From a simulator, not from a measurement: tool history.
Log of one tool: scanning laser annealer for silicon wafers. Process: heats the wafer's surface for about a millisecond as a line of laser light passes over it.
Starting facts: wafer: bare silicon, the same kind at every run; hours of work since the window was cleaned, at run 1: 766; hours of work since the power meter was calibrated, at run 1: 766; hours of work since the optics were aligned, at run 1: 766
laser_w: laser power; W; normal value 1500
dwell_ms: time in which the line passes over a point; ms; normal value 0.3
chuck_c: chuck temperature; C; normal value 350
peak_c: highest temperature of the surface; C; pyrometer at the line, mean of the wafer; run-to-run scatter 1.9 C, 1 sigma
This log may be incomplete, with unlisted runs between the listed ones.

run   hour  laser_w  dwell_ms  chuck_c  hours of work since the window was cleaned  hours of work since the power meter was calibrated  hours of work since the optics were aligned  peak_c
  1      0     1500       0.3      350                                         766                                                 766                                          766    1124
  2   40.7     1500       0.3      350                                         795                                                 795                                          795    1121
      48.3  -- window over the wafer cleaned
  3   86.2     1500       0.3      350                                          27                                                 827                                          827    1109
  4  110.1     1500       0.3      350                                          45                                                 844                                          844    1103
  5  138.3     1459       0.3      350                                          65                                                 864                                          864    1084
  6  161.7     1500      0.22      350                                          82                                                 881                                          881    1001
  7  188.9     1500      0.22      350                                         102                                                 901                                          901    1003
  8  234.5     1500       0.3      350                                         135                                                 934                                          934    1103
  9  255.7     1500     0.329      350                                         150                                                 949                                          949    1135
 10  286.6     1348     0.329      350                                         172                                                 971                                          971    1062
 11  314.2     1348     0.329      350                                         192                                                 991                                          991    1064

Run 12 is up next; what results do you expect?
     336.2  -- window over the wafer cleaned, once more
 12  361.6     1362     0.211      367                                          18                                                1024                                         1024       ?

Run 12 produced peak_c 991 C.
Had the tool carried no hidden state, the very same run would have given peak_c 998 C.

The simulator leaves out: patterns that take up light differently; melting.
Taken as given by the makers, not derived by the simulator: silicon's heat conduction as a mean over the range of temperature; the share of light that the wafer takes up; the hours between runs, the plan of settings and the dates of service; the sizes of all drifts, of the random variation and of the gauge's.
